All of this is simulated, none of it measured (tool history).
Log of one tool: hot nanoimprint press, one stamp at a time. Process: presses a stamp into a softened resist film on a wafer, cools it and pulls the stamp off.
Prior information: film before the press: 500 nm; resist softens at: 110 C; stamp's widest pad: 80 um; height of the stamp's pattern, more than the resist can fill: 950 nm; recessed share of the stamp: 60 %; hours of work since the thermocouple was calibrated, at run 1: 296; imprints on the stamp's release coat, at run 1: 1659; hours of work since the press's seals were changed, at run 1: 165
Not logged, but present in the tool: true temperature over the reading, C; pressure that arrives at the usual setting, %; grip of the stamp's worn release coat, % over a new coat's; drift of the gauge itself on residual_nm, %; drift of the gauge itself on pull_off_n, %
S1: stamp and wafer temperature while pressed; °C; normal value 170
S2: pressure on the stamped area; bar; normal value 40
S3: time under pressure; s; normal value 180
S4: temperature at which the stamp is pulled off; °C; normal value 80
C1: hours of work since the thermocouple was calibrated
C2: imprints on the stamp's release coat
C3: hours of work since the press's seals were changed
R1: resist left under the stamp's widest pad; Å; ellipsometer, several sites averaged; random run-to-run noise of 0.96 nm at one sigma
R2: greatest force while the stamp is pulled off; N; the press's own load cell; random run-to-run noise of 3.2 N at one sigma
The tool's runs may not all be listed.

| run | hour | S1 | S2 | S3 | S4 | C1 | C2 | C3 | R1 | R2 |
|---|---|---|---|---|---|---|---|---|---|---|
| 1 | 0 | 170 | 40 | 180 | 80 | 296 | 1659 | 165 | 2540 | 149 |
| 2 | 16.8 | 170 | 40 | 180 | 80 | 305 | 1729 | 174 | 2551 | 150 |
| 3 | 24.9 | 170 | 42.9 | 180 | 80 | 310 | 1763 | 179 | 2464 | 155 |
| 4 | 36.4 | 170 | 42.9 | 180 | 80 | 316 | 1811 | 185 | 2475 | 151 |
| 5 | 44.2 | 170 | 42.9 | 180 | 80 | 320 | 1843 | 190 | 2451 | 153 |
| 6 | 55.3 | 170 | 42.9 | 180 | 80 | 326 | 1890 | 196 | 2467 | 148 |
| 7 | 62.3 | 170 | 42.9 | 180 | 80 | 330 | 1919 | 200 | 2470 | 149 |
| 8 | 70.3 | 170 | 42.9 | 180 | 80 | 335 | 1953 | 204 | 2456 | 155 |
| 9 | 83.1 | 170 | 42.9 | 180 | 80 | 342 | 2006 | 211 | 2482 | 152 |
| 10 | 92.7 | 170 | 42.9 | 180 | 80 | 347 | 2046 | 217 | 2479 | 153 |
| 11 | 108.7 | 170 | 42.9 | 180 | 80 | 356 | 2113 | 226 | 2476 | 150 |
| 12 | 125.2 | 170 | 40 | 180 | 77 | 365 | 2182 | 235 | 2527 | 164 |
| 13 | 139.6 | 170 | 40 | 180 | 77 | 373 | 2242 | 243 | 2527 | 161 |
| 14 | 146.4 | 160 | 40 | 180 | 80 | 377 | 2271 | 247 | 4026 | 153 |
|  | 162.5 | stamp cleaned and given a new release coat |
| 15 | 165 | 170 | 58.3 | 180 | 79 | 384 | 10 | 254 | 2158 | 148 |
| 16 | 172.4 | 180 | 43.9 | 180 | 80 | 388 | 41 | 258 | 1363 | 138 |
| 17 | 185.3 | 174 | 40 | 180 | 80 | 395 | 95 | 265 | 2001 | 150 |
| 18 | 194.9 | 174 | 40 | 272 | 80 | 401 | 135 | 270 | 1678 | 147 |
| 19 | 203.8 | 171 | 50.5 | 309 | 65 | 406 | 172 | 275 | 1737 | 210 |
| 20 | 210.8 | 174 | 59.8 | 309 | 65 | 410 | 202 | 279 | 1310 | 208 |
| 21 | 225.9 | 159 | 38.5 | 136 | 65 | 418 | 265 | 287 | 4271 | 212 |
| 22 | 240.5 | 169 | 41.8 | 333 | 85 | 426 | 326 | 296 | 2065 | 124 |

Expected results for the next run?
| 23 | 254.9 | 169 | 41.8 | 333 | 85 | 434 | 386 | 304 | ? | ? |

R1: 2057 Å
R2: 126 N
With no hidden state in the tool, this same run would have given R1 2092 Å, R2 126 N.
